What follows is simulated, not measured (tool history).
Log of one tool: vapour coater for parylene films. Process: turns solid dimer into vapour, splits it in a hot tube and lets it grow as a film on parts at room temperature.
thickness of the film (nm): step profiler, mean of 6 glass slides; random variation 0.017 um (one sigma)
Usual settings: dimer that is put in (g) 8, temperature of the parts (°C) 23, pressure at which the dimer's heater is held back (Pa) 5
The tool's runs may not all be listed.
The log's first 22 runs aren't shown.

run   hour  dimer that is put in (g)  temperature of the parts (°C)  pressure at which the dimer's heater is held back (Pa)  hours of work since the trap's valve was overhauled  hours of work since the table's thermometer was calibrated  thickness of the film (nm)
 23  453.7                         8                             19                                                       5                                                  167                                                         470                        2190
 24  473.8                         4                             30                                                    8.84                                                  180                                                         483                         710
 25  500.5                         4                             30                                                    8.84                                                  198                                                         501                         710
 26  517.7                         4                             30                                                    8.84                                                  209                                                         513                         690
 27  544.3                        12                             30                                                    8.84                                                  227                                                         530                        2050
 28  556.7                         4                             23                                                    7.05                                                  235                                                         538                         900
 29  574.6                         7                             33                                                    2.77                                                  247                                                         550                        1190
 30  588.6                         3                             23                                                       5                                                  256                                                         560                         700

Forecast run 31:
     599.3  -- trap's valve overhauled
 31   606                         7                             18                                                    3.06                                                    4                                                         569                           ?

Run 31 gave thickness of the film (nm) 2150.
Without the tool's hidden state the same run would have given thickness of the film (nm) 2200.
